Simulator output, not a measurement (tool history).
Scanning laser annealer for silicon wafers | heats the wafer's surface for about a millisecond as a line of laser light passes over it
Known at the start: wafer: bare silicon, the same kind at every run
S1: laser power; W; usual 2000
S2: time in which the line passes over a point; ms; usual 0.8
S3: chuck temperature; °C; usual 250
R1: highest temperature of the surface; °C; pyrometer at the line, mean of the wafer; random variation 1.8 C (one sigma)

| run | hour | S1 | S2 | S3 | R1 |
|---|---|---|---|---|---|
| 1 | 0 | 2000 | 0.8 | 250 | 965 |
| 2 | 17.9 | 2000 | 0.8 | 250 | 963 |
| 3 | 28.7 | 2000 | 0.8 | 250 | 965 |
| 4 | 48.2 | 2000 | 0.8 | 250 | 964 |
| 5 | 63.9 | 2000 | 0.8 | 250 | 960 |
| 6 | 83.9 | 2000 | 0.8 | 250 | 965 |
| 7 | 95.8 | 2000 | 0.8 | 250 | 964 |
| 8 | 108 | 2000 | 0.8 | 250 | 964 |
| 9 | 126.9 | 1899 | 0.8 | 250 | 927 |
| 10 | 146.8 | 1768 | 0.8 | 250 | 878 |
| 11 | 156.5 | 1768 | 0.8 | 250 | 881 |
| 12 | 176.7 | 2000 | 0.8 | 250 | 962 |
| 13 | 188 | 2000 | 0.8 | 250 | 961 |
| 14 | 201.5 | 2000 | 0.8 | 250 | 965 |
| 15 | 214.2 | 2000 | 0.8 | 250 | 959 |
| 16 | 226.1 | 2000 | 0.8 | 250 | 960 |
| 17 | 244.2 | 2000 | 0.8 | 250 | 963 |
| 18 | 262.2 | 2000 | 0.8 | 250 | 960 |
| 19 | 277.8 | 2000 | 0.8 | 250 | 959 |
| 20 | 294.4 | 2000 | 0.8 | 250 | 957 |
| 21 | 310.3 | 1880 | 0.677 | 224 | 836 |
| 22 | 323.7 | 1880 | 0.677 | 224 | 836 |
| 23 | 340.1 | 1880 | 0.677 | 224 | 834 |
| 24 | 354.8 | 1814 | 0.677 | 224 | 813 |
| 25 | 364.4 | 1913 | 0.8 | 250 | 927 |
| 26 | 382.4 | 1797 | 0.971 | 250 | 955 |
| 27 | 396.5 | 1797 | 0.971 | 250 | 953 |
| 28 | 409.3 | 1867 | 0.675 | 253 | 858 |
| 29 | 426.9 | 1867 | 0.675 | 253 | 856 |
| 30 | 443.4 | 2000 | 0.721 | 250 | 918 |
| 31 | 457 | 1911 | 0.721 | 230 | 871 |
| 32 | 468 | 1925 | 0.721 | 257 | 898 |
| 33 | 478.3 | 2119 | 0.944 | 288 | 1106 |
| 34 | 489.3 | 1857 | 0.911 | 213 | 917 |
| 35 | 503.1 | 1998 | 0.89 | 250 | 994 |
| 36 | 513.7 | 1861 | 0.561 | 277 | 825 |
| 37 | 523.6 | 2000 | 0.8 | 290 | 995 |
| 38 | 539.8 | 2000 | 0.8 | 290 | 994 |
| 39 | 554.8 | 2132 | 0.645 | 282 | 952 |
| 40 | 563.5 | 2132 | 0.645 | 282 | 952 |

Forecast each of these 4 alternatives for the next run:
| A | 575.3 | 1795 | 0.852 | 285 | ? |
| B | 575.3 | 2132 | 0.645 | 225 | ? |
| C | 575.3 | 1773 | 0.613 | 244 | ? |
| D | 575.3 | 1795 | 0.839 | 282 | ? |

| run | R1 |
|---|---|
| A | 939 |
| B | 894 |
| C | 787 |
| D | 932 |
Without the tool's hidden state the same runs would have given:
| run | R1 |
|---|---|
| A | 963 |
| B | 918 |
| C | 807 |
| D | 956 |
